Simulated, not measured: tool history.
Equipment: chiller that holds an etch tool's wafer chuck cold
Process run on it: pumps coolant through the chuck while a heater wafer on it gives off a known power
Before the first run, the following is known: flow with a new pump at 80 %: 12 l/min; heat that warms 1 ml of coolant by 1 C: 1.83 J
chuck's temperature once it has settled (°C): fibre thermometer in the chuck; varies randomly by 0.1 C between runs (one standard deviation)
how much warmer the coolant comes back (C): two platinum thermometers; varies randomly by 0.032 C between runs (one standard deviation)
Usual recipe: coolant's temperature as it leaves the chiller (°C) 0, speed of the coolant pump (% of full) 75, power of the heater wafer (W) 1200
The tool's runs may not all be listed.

run    hour  coolant's temperature as it leaves the chiller (°C)  speed of the coolant pump (% of full)  power of the heater wafer (W)  chuck's temperature once it has settled (°C)  how much warmer the coolant comes back (C)
  1       0                                                    0                                     75                           1200                                          11.7                                        3.47
  2   200.8                                                    6                                     75                           1200                                          17.7                                        3.52
  3   373.6                                                    6                                     75                           1200                                          17.8                                        3.49
  4     479                                                    0                                     75                           1200                                          11.5                                        3.56
  5   675.7                                                    0                                     75                           1200                                          11.6                                        3.52
  6   809.8                                                    0                                     75                            667                                           6.5                                        2.01
  7   942.2                                                   -8                                     62                            667                                          -0.4                                        2.44
  8  1042.2                                                    0                                     76                           1553                                          14.9                                        4.54
  9  1151.9                                                    0                                     76                           1553                                          14.9                                        4.57
 10  1280.7                                                    0                                     76                           1553                                          14.8                                         4.6
 11  1505.2                                                    5                                     76                            805                                          12.8                                        2.41

Alternative continuations, all from the tool just after run 11; predict every row:
     1601.6  -- coolant changed, channels flushed
  A  1642.4                                                    5                                     81                            805                                             ?                                           ?
     1601.6  -- coolant changed, channels flushed
  B  1642.4                                                   -6                                     69                           1510                                             ?                                           ?
     1601.6  -- coolant changed, channels flushed
  C  1642.4                                                    8                                     61                            805                                             ?                                           ?

run  chuck's temperature once it has settled (°C)  how much warmer the coolant comes back (C)
  A                                          12.3                                        2.28
  B                                           9.9                                        4.95
  C                                          17.4                                        3.02
Take away the tool's hidden state, keep each run's random variation, and the runs would have read:
run  chuck's temperature once it has settled (°C)  how much warmer the coolant comes back (C)
  A                                          12.3                                        2.17
  B                                           9.8                                        4.84
  C                                          17.4                                        2.91
